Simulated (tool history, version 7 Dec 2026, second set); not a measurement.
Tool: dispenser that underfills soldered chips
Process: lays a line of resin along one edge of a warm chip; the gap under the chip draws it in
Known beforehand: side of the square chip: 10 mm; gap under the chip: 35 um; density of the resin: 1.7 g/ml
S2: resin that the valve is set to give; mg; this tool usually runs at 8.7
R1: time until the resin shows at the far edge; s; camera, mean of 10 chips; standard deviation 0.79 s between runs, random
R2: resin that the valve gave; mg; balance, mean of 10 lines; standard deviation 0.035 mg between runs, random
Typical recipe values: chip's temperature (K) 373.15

run 1 hour=0 | chip's_temperature_(K)=373.15 S2=8.7 | R1=72.7 R2=8.59
run 2 hour=9.3 | chip's_temperature_(K)=373.15 S2=10.88 | R1=105.8 R2=10.64
run 3 hour=17.2 | chip's_temperature_(K)=373.15 S2=11.2 | R1=72.9 R2=10.95
run 4 hour=25.4 | chip's_temperature_(K)=373.15 S2=11.2 | R1=101 R2=10.95
run 5 hour=30.2 | chip's_temperature_(K)=373.15 S2=11.2 | R1=124.8 R2=10.91
run 6 hour=39.3 | chip's_temperature_(K)=373.15 S2=8.52 | R1=91.8 R2=8.25
run 7 hour=45.3 | chip's_temperature_(K)=373.15 S2=8.7 | R1=116.8 R2=8.49
run 8 hour=54.1 | chip's_temperature_(K)=373.15 S2=8.7 | R1=86.4 R2=8.39
run 9 hour=58.4 | chip's_temperature_(K)=372.15 S2=8.7 | R1=106.7 R2=8.38
run 10 hour=66.6 | chip's_temperature_(K)=372.15 S2=8.7 | R1=74 R2=8.38
run 11 hour=70.8 | chip's_temperature_(K)=372.15 S2=8.7 | R1=89.9 R2=8.34
run 12 hour=80.1 | chip's_temperature_(K)=373.15 S2=7.74 | R1=127.9 R2=7.34
run 13 hour=87.6 | chip's_temperature_(K)=373.15 S2=7.74 | R1=86.9 R2=7.35
run 14 hour=92.4 | chip's_temperature_(K)=373.15 S2=7.74 | R1=107.2 R2=7.38
run 15 hour=100.8 | chip's_temperature_(K)=373.15 S2=7.74 | R1=74.7 R2=7.33
run 16 hour=105.9 | chip's_temperature_(K)=373.15 S2=7.74 | R1=87.2 R2=7.78
run 17 hour=113.4 | chip's_temperature_(K)=373.15 S2=7.74 | R1=115.9 R2=7.67
run 18 hour=123.8 | chip's_temperature_(K)=373.15 S2=7.74 | R1=89 R2=7.72
run 19 hour=128.2 | chip's_temperature_(K)=373.15 S2=7.45 | R1=108.2 R2=7.35
run 20 hour=134.5 | chip's_temperature_(K)=386.15 S2=9.23 | R1=40.4 R2=9.11
run 21 hour=139.7 | chip's_temperature_(K)=386.15 S2=9.23 | R1=49.4 R2=9.1
run 22 hour=145.4 | chip's_temperature_(K)=386.15 S2=9.23 | R1=61.8 R2=9.05
run 23 hour=153.4 | chip's_temperature_(K)=386.15 S2=9.23 | R1=42.2 R2=9.02
run 24 hour=161.1 | chip's_temperature_(K)=362.15 S2=7.89 | R1=162.1 R2=7.7
run 25 hour=168.3 | chip's_temperature_(K)=360.15 S2=7.64 | R1=122.9 R2=7.37
run 26 hour=178.5 | chip's_temperature_(K)=360.15 S2=7.64 | R1=184.2 R2=7.37
run 27 hour=182.9 | chip's_temperature_(K)=360.15 S2=7.64 | R1=217.1 R2=7.45
run 28 hour=192.3 | chip's_temperature_(K)=360.15 S2=7.64 | R1=161.9 R2=7.36
run 29 hour=199.1 | chip's_temperature_(K)=360.15 S2=7.64 | R1=210.4 R2=7.27
run 30 hour=206.9 | chip's_temperature_(K)=360.15 S2=7.64 | R1=143.6 R2=7.33
run 31 hour=213.8 | chip's_temperature_(K)=359.15 S2=9.71 | R1=190.1 R2=9.28
run 32 hour=222.5 | chip's_temperature_(K)=373.15 S2=9.09 | R1=75 R2=8.66
run 33 hour=229.9 | chip's_temperature_(K)=381.15 S2=8.62 | R1=75 R2=8.16
run 34 hour=240.6 | chip's_temperature_(K)=381.15 S2=8.62 | R1=54.8 R2=8.58
run 35 hour=250 | chip's_temperature_(K)=361.15 S2=10.61 | R1=179.7 R2=10.57

Removed from this log: 16 entries logged between the listed runs. Between which two listed runs does each belong, and how does the tool's hidden state at the listed run before it compare with that at the listed run after it?
Logged between run 2 and run 3: new syringe of resin (hour 14.7)
  resin's viscosity, % of fresh resin's: 160.2 -> 111.1; dose that the valve gives, % of what is set: 98.41 -> 98.08; true chip temperature over the reading, C: 1.69 -> 1.73
  measured less the result without the state, R1: +35.1 -> +2.5 s; R2: -0.18 -> -0.21 mg
Logged between run 5 and run 6: new syringe of resin (hour 31.4)
  resin's viscosity, % of fresh resin's: 187.6 -> 134.3; dose that the valve gives, % of what is set: 97.51 -> 97.16; true chip temperature over the reading, C: 1.79 -> 1.83
  measured less the result without the state, R1: +53.1 -> +18.4 s; R2: -0.28 -> -0.24 mg
Logged between run 7 and run 8: new syringe of resin (hour 48.3)
  resin's viscosity, % of fresh resin's: 171.4 -> 127.1; dose that the valve gives, % of what is set: 96.89 -> 96.51; true chip temperature over the reading, C: 1.87 -> 1.91
  measured less the result without the state, R1: +43.5 -> +13.3 s; R2: -0.27 -> -0.3 mg
Logged between run 9 and run 10: new syringe of resin (hour 65.2)
  resin's viscosity, % of fresh resin's: 151.1 -> 106.8; dose that the valve gives, % of what is set: 96.33 -> 96; true chip temperature over the reading, C: 1.93 -> 1.97
  measured less the result without the state, R1: +30.7 -> -0.6 s; R2: -0.32 -> -0.35 mg
Logged between run 12 and run 13: new syringe of resin (hour 82.2)
  resin's viscosity, % of fresh resin's: 184.2 -> 126.5; dose that the valve gives, % of what is set: 95.42 -> 95.12; true chip temperature over the reading, C: 2.04 -> 2.08
  measured less the result without the state, R1: +53.3 -> +13.1 s; R2: -0.36 -> -0.38 mg
Logged between run 14 and run 15: new syringe of resin (hour 99.2)
  resin's viscosity, % of fresh resin's: 153.6 -> 107.1; dose that the valve gives, % of what is set: 94.9 -> 94.55; true chip temperature over the reading, C: 2.1 -> 2.14
  measured less the result without the state, R1: +32.4 -> -0.1 s; R2: -0.4 -> -0.42 mg
Logged between run 15 and run 16: dispensing valve cleaned and set on the balance (hour 105.7)
  resin's viscosity, % of fresh resin's: 107.1 -> 126.3; dose that the valve gives, % of what is set: 94.55 -> 99.9; true chip temperature over the reading, C: 2.14 -> 2.16
  measured less the result without the state, R1: -0.1 -> +11.6 s; R2: -0.42 -> -0.01 mg
Logged between run 17 and run 18: new syringe of resin (hour 117.1)
  resin's viscosity, % of fresh resin's: 170.8 -> 131.4; dose that the valve gives, % of what is set: 99.57 -> 99.14; true chip temperature over the reading, C: 2.2 -> 2.26
  measured less the result without the state, R1: +41.6 -> +14.8 s; R2: -0.03 -> -0.06 mg
Logged between run 19 and run 20: new syringe of resin (hour 133.8)
  resin's viscosity, % of fresh resin's: 156.6 -> 102.5; dose that the valve gives, % of what is set: 98.95 -> 98.68; true chip temperature over the reading, C: 2.28 -> 2.31
  measured less the result without the state, R1: +32.5 -> -2.6 s; R2: -0.08 -> -0.12 mg
Logged between run 22 and run 23: new syringe of resin (hour 150.7)
  resin's viscosity, % of fresh resin's: 158.9 -> 110.6; dose that the valve gives, % of what is set: 98.16 -> 97.84; true chip temperature over the reading, C: 2.37 -> 2.41
  measured less the result without the state, R1: +19.2 -> +0.4 s; R2: -0.17 -> -0.2 mg
Logged between run 24 and run 25: new syringe of resin (hour 167.9)
  resin's viscosity, % of fresh resin's: 150.5 -> 102.4; dose that the valve gives, % of what is set: 97.51 -> 97.18; true chip temperature over the reading, C: 2.45 -> 2.48
  measured less the result without the state, R1: +43 -> -10 s; R2: -0.2 -> -0.22 mg
Logged between run 27 and run 28: new syringe of resin (hour 185.1)
  resin's viscosity, % of fresh resin's: 184.5 -> 134.5; dose that the valve gives, % of what is set: 96.55 -> 96.16; true chip temperature over the reading, C: 2.56 -> 2.6
  measured less the result without the state, R1: +86.4 -> +28.4 s; R2: -0.27 -> -0.3 mg
Logged between run 29 and run 30: new syringe of resin (hour 202.2)
  resin's viscosity, % of fresh resin's: 177 -> 120.8; dose that the valve gives, % of what is set: 95.84 -> 95.5; true chip temperature over the reading, C: 2.64 -> 2.67
  measured less the result without the state, R1: +78.6 -> +11.6 s; R2: -0.31 -> -0.34 mg
Logged between run 31 and run 32: new syringe of resin (hour 219)
  resin's viscosity, % of fresh resin's: 159.8 -> 115.3; dose that the valve gives, % of what is set: 95.19 -> 94.83; true chip temperature over the reading, C: 2.71 -> 2.75
  measured less the result without the state, R1: +56.6 -> +2.7 s; R2: -0.47 -> -0.47 mg
Logged between run 33 and run 34: new syringe of resin (hour 235.9); dispensing valve cleaned and set on the balance (hour 238.6)
  resin's viscosity, % of fresh resin's: 155.4 -> 116.1; dose that the valve gives, % of what is set: 94.49 -> 99.56; true chip temperature over the reading, C: 2.79 -> 2.84
  measured less the result without the state, R1: +21.6 -> +2 s; R2: -0.47 -> -0.04 mg

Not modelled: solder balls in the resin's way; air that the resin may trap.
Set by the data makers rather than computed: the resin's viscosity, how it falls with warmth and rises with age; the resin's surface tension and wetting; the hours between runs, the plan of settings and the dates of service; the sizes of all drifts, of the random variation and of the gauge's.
